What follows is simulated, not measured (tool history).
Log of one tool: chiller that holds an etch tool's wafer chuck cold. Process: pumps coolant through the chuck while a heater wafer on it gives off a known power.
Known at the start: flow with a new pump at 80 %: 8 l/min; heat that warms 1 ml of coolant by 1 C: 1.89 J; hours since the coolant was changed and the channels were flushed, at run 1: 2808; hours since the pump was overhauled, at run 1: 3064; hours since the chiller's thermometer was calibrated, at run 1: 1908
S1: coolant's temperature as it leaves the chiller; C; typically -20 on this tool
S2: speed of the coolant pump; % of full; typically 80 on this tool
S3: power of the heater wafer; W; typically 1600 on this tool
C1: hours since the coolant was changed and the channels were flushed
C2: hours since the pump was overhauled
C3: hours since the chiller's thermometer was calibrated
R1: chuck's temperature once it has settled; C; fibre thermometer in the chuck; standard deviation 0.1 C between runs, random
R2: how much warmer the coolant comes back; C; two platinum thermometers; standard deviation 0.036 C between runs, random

run 1 hour=0.0 | S1=-20 S2=80 S3=1600 | C1=2808 C2=3064 C3=1908 | R1=-7.1 R2=6.69
run 2 hour=92.4 | S1=-20 S2=80 S3=2218 | C1=2900 C2=3156 C3=2000 | R1=-2.0 R2=9.24
run 3 hour=196.0 | S1=-20 S2=80 S3=2218 | C1=3004 C2=3260 C3=2104 | R1=-1.9 R2=9.32
run 4 hour=375.3 | S1=-24 S2=80 S3=1600 | C1=3183 C2=3439 C3=2283 | R1=-10.8 R2=6.69
run 5 hour=514.8 | S1=-24 S2=80 S3=1600 | C1=3323 C2=3579 C3=2423 | R1=-10.8 R2=6.75
run 6 hour=598.3 | S1=-24 S2=80 S3=1600 | C1=3406 C2=3662 C3=2506 | R1=-10.8 R2=6.77
-- hour=686.9 chiller's thermometer calibrated
run 7 hour=788.6 | S1=-24 S2=80 S3=1600 | C1=3595 C2=3851 C3=102 | R1=-10.9 R2=6.82
-- hour=804.3 coolant pump overhauled
run 8 hour=932.7 | S1=-24 S2=80 S3=1600 | C1=3734 C2=128 C3=241 | R1=-10.9 R2=6.85
run 9 hour=1117.6 | S1=-24 S2=80 S3=1600 | C1=3919 C2=313 C3=426 | R1=-10.7 R2=6.93
run 10 hour=1294.0 | S1=-26 S2=82 S3=1419 | C1=4096 C2=490 C3=602 | R1=-14.3 R2=6.05
run 11 hour=1410.2 | S1=-14 S2=80 S3=1195 | C1=4212 C2=606 C3=718 | R1=-3.8 R2=5.26
run 12 hour=1502.5 | S1=-14 S2=80 S3=1195 | C1=4304 C2=698 C3=811 | R1=-4.0 R2=5.18
run 13 hour=1640.6 | S1=-14 S2=80 S3=1195 | C1=4442 C2=836 C3=949 | R1=-3.8 R2=5.26

Run 14 is up next; what results do you expect?
-- hour=1794.6 coolant pump overhauled, once more
run 14 hour=1837.5 | S1=-20 S2=84 S3=979 | C1=4634 C2=43 C3=1141 | R1=? R2=?

{"run 14": {"R1": -12.2, "R2": 3.69}}
Minus the tool's unlogged condition, the same run would have read R1 -12.8 C, R2 3.69 C.
